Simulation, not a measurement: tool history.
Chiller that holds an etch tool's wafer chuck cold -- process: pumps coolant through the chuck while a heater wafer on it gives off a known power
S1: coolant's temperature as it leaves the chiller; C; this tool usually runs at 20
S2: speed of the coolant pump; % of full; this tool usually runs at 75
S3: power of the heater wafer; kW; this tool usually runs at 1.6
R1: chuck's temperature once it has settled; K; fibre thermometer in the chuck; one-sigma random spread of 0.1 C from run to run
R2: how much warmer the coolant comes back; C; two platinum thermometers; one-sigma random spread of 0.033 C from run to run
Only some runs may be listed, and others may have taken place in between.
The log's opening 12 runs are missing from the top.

run 13 hour=378.3 | S1=20 S2=79 S3=1.6 | R1=304.15 R2=4.1
run 14 hour=413 | S1=20 S2=79 S3=1.6 | R1=304.45 R2=4.15
run 15 hour=442.5 | S1=20 S2=79 S3=1.6 | R1=304.35 R2=4.11
run 16 hour=466.3 | S1=13 S2=79 S3=1.6 | R1=297.35 R2=4.06
run 17 hour=506.5 | S1=12 S2=79 S3=1.6 | R1=296.25 R2=4.08
run 18 hour=548.9 | S1=15 S2=97 S3=1.002 | R1=294.05 R2=1.93
run 19 hour=583.2 | S1=15 S2=97 S3=1.002 | R1=294.05 R2=1.89
run 20 hour=620.9 | S1=15 S2=97 S3=1.002 | R1=294.15 R2=1.86
run 21 hour=649.1 | S1=15 S2=97 S3=1.002 | R1=294.05 R2=1.89
run 22 hour=681.2 | S1=16 S2=64 S3=1.268 | R1=299.55 R2=3.98
run 23 hour=702.1 | S1=11 S2=75 S3=1.381 | R1=294.25 R2=3.62
run 24 hour=735.2 | S1=11 S2=75 S3=1.381 | R1=294.15 R2=3.62
run 25 hour=764.8 | S1=11 S2=75 S3=1.381 | R1=294.15 R2=3.6
-- hour=774.4 gauge calibrated
run 26 hour=806.7 | S1=11 S2=75 S3=1.381 | R1=294.15 R2=3.95
run 27 hour=827.3 | S1=11 S2=75 S3=1.381 | R1=294.35 R2=3.85
run 28 hour=857.1 | S1=20 S2=86 S3=1.6 | R1=303.45 R2=3.87
run 29 hour=883 | S1=20 S2=86 S3=1.6 | R1=303.75 R2=3.93
run 30 hour=907.2 | S1=20 S2=86 S3=1.6 | R1=303.75 R2=3.87
run 31 hour=941.9 | S1=20 S2=86 S3=1.6 | R1=303.45 R2=3.84
run 32 hour=978.5 | S1=25 S2=86 S3=1.984 | R1=311.15 R2=4.8
run 33 hour=1000.4 | S1=20 S2=72 S3=2.308 | R1=310.75 R2=6.73

What if the next run were any one of these 3? Each begins from the tool's condition after run 33:
run A hour=1019.6 | S1=11 S2=72 S3=2.308 | R1=? R2=?
run B hour=1019.6 | S1=20 S2=65 S3=0.84 | R1=? R2=?
run C hour=1019.6 | S1=24 S2=61 S3=1.844 | R1=? R2=?

run=A R1=301.85 R2=6.69
run=B R1=299.95 R2=2.69
run=C R1=312.95 R2=6.41
Stripped of hidden state, with their random variation kept, the same runs would have yielded:
run=A R1=301.75 R2=6.79
run=B R1=299.85 R2=2.79
run=C R1=312.95 R2=6.51
